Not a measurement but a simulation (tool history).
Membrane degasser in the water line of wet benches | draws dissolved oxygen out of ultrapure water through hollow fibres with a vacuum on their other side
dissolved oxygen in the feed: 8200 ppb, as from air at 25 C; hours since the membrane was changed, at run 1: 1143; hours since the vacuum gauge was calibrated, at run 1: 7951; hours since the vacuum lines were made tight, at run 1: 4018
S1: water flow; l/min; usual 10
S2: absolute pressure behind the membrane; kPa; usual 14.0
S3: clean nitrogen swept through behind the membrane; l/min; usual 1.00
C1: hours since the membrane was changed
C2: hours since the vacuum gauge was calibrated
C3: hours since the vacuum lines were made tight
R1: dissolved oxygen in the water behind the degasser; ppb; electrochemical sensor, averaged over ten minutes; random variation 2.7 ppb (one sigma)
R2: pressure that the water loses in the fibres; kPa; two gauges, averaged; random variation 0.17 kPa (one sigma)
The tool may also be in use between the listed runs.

| run | hour | S1 | S2 | S3 | C1 | C2 | C3 | R1 | R2 |
|---|---|---|---|---|---|---|---|---|---|
| 1 | 0.0 | 10 | 14.0 | 1.00 | 1143 | 7951 | 4018 | 277.7 | 29.99 |
| 2 | 81.3 | 10 | 14.0 | 1.00 | 1224 | 8032 | 4099 | 274.7 | 29.65 |
| 3 | 255.8 | 10 | 14.0 | 1.00 | 1399 | 8207 | 4273 | 271.4 | 29.81 |
|  | 339.2 | vacuum gauge calibrated |
| 4 | 426.0 | 10 | 18.2 | 1.00 | 1568 | 87 | 4443 | 375.3 | 29.76 |
| 5 | 503.6 | 10 | 14.0 | 1.00 | 1646 | 164 | 4521 | 276.5 | 29.83 |
| 6 | 596.0 | 10 | 14.0 | 1.00 | 1738 | 257 | 4613 | 275.6 | 29.70 |
| 7 | 671.5 | 10 | 14.0 | 1.00 | 1814 | 332 | 4689 | 276.2 | 29.73 |
| 8 | 840.7 | 10 | 14.0 | 1.35 | 1983 | 501 | 4858 | 215.3 | 29.87 |
| 9 | 979.4 | 10 | 14.0 | 0.88 | 2122 | 640 | 4996 | 306.2 | 29.53 |
| 10 | 1147.6 | 10 | 14.0 | 0.88 | 2290 | 808 | 5165 | 309.2 | 29.57 |
| 11 | 1308.3 | 10 | 14.0 | 0.88 | 2451 | 969 | 5325 | 306.2 | 29.70 |
| 12 | 1426.1 | 10 | 14.0 | 0.88 | 2568 | 1087 | 5443 | 305.5 | 29.64 |
| 13 | 1609.2 | 10 | 14.0 | 0.88 | 2751 | 1270 | 5626 | 312.5 | 29.72 |
| 14 | 1716.2 | 10 | 14.0 | 0.88 | 2858 | 1377 | 5733 | 308.2 | 29.99 |
| 15 | 1896.0 | 10 | 12.0 | 1.00 | 3038 | 1557 | 5913 | 233.9 | 29.79 |
|  | 1984.9 | seals of the vacuum lines changed |
| 16 | 2014.1 | 10 | 14.0 | 1.00 | 3154 | 1673 | 29 | 277.5 | 29.80 |
| 17 | 2181.1 | 10 | 14.0 | 0.45 | 3321 | 1840 | 196 | 532.0 | 29.52 |
| 18 | 2339.9 | 14 | 28.7 | 2.72 | 3480 | 1999 | 355 | 403.7 | 41.63 |
| 19 | 2504.3 | 10 | 8.9 | 1.84 | 3645 | 2163 | 519 | 106.2 | 29.75 |
| 20 | 2586.6 | 13 | 14.0 | 0.68 | 3727 | 2245 | 602 | 508.4 | 38.80 |
| 21 | 2667.0 | 13 | 14.0 | 0.68 | 3807 | 2326 | 682 | 507.3 | 38.62 |
| 22 | 2780.4 | 7 | 17.4 | 1.30 | 3921 | 2439 | 795 | 186.7 | 20.84 |
| 23 | 2956.8 | 7 | 17.4 | 1.30 | 4097 | 2616 | 972 | 190.0 | 20.60 |
| 24 | 3089.8 | 13 | 17.0 | 0.88 | 4230 | 2749 | 1105 | 514.5 | 38.85 |
| 25 | 3216.8 | 10 | 11.5 | 2.37 | 4357 | 2876 | 1232 | 117.3 | 29.77 |
| 26 | 3291.6 | 10 | 14.0 | 0.52 | 4432 | 2950 | 1307 | 474.9 | 30.07 |
| 27 | 3402.1 | 11 | 20.6 | 2.50 | 4542 | 3061 | 1417 | 224.0 | 32.61 |
| 28 | 3579.9 | 12 | 26.5 | 1.07 | 4720 | 3239 | 1595 | 615.6 | 35.75 |
| 29 | 3721.5 | 10 | 27.7 | 1.64 | 4862 | 3380 | 1737 | 380.1 | 30.02 |
| 30 | 3804.0 | 6 | 31.0 | 1.00 | 4944 | 3463 | 1819 | 391.2 | 17.99 |
| 31 | 3943.8 | 6 | 31.0 | 1.00 | 5084 | 3603 | 1959 | 389.7 | 17.86 |
| 32 | 4065.7 | 6 | 31.0 | 1.00 | 5206 | 3724 | 2081 | 390.7 | 17.70 |

Forecast each of these 3 alternatives for the next run:
| A | 4180.6 | 6 | 14.0 | 1.00 | 5321 | 3839 | 2196 | ? | ? |
| B | 4180.6 | 14 | 31.0 | 0.84 | 5321 | 3839 | 2196 | ? | ? |
| C | 4180.6 | 10 | 11.6 | 1.00 | 5321 | 3839 | 2196 | ? | ? |

| run | R1 | R2 |
|---|---|---|
| A | 157.7 | 18.20 |
| B | 1004.2 | 41.86 |
| C | 224.9 | 29.44 |
Without the tool's hidden state the same runs would have given:
| run | R1 | R2 |
|---|---|---|
| A | 157.5 | 18.19 |
| B | 1003.5 | 41.82 |
| C | 224.5 | 29.41 |
